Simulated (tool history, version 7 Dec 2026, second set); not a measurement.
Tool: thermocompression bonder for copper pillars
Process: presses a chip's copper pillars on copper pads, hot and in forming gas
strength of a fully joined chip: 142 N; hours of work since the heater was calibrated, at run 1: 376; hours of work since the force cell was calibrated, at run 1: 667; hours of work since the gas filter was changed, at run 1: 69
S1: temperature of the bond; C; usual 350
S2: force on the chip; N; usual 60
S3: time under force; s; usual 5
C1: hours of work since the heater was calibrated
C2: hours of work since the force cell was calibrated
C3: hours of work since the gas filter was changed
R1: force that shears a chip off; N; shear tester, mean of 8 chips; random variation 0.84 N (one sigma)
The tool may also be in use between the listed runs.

run     day   S1  S2  S3   C1    C2   C3     R1
  1       0  350  60   5  376   667   69   72.5
  2   0.892  350  60   5  392   683   85   70.4
  3   1.454  350  60   5  402   694   95   70.2
  4   2.025  350  60   5  413   704  106   71.7
  5   2.629  350  60   5  424   715  117   70.4
  6   3.642  350  60   5  442   734  135     71
  7   4.354  350  60   5  455   747  148   68.2
      4.858  -- forming gas filter changed
  8   4.983  350  60   5  466   758    2   74.1
  9   5.638  350  60   5  478   770   14   73.1
 10   6.471  350  60   5  493   785   29   72.1
 11   7.154  350  60   5  506   797   42   75.5
 12    8.05  350  60   5  522   814   58   73.7
 13   8.921  350  60   5  538   830   74   75.8
 14   9.912  350  60   5  556   848   92   72.7
 15  10.646  326  60   5  570   861  106   58.5
 16  11.142  326  60   5  579   870  115   56.5
 17  12.033  334  60   5  595   886  131   64.2
 18  12.633  350  60  12  606   898  142   94.6
 19  13.392  350  60  12  620   911  156   94.3
     13.475  -- forming gas filter changed
 20    14.3  350  60  12  636   928   15   96.4
 21    15.2  350  60  12  653   944   32   95.1
      15.35  -- heater calibrated with a thermocouple chip
 22  16.192  379  48   5   15   961   48   78.5
 23  17.192  347  66  11   34   979   66     99
 24  18.029  347  66  11   49   994   82  100.2
     18.483  -- heater calibrated with a thermocouple chip, once more
 25  18.538  347  66  11    1  1002   89   93.3
 26  19.433  380  66   3   17  1018  106   81.9
 27  20.058  342  39   3   29  1030  117     35
 28  20.525  349  57   8   37  1038  126   75.3
 29  21.308  349  57   8   52  1053  140   77.8
 30  21.867  344  47  11   62  1063  150   69.9
     22.279  -- forming gas filter changed
 31  22.754  344  47  11   78  1079    9   71.6
 32  23.708  344  47  11   95  1096   26     73
 33  24.275  344  47  11  105  1106   36   72.8
 34  24.962  344  47  11  118  1119   49   71.7
 35  25.721  343  82   5  132  1133   63   86.3
 36  26.488  343  82   5  146  1147   77     86
 37  27.267  343  82   5  160  1161   91     85
 38  28.283  350  39   8  179  1180  110     57
 39  29.271  350  39   8  197  1198  128   56.8
 40  30.162  350  49   5  213  1214  144   58.9

Forecast each of these 3 alternatives for the next run:
  A  30.762  350  43   5  224  1225  155   ?
  B  30.762  326  53   3  224  1225  155   ?
  C  30.762  366  60  12  224  1225  155   ?

run     R1
  A   52.2
  B     41
  C  100.6
Without the tool's hidden state the same runs would have given:
run    R1
  A  49.5
  B  38.5
  C  99.1
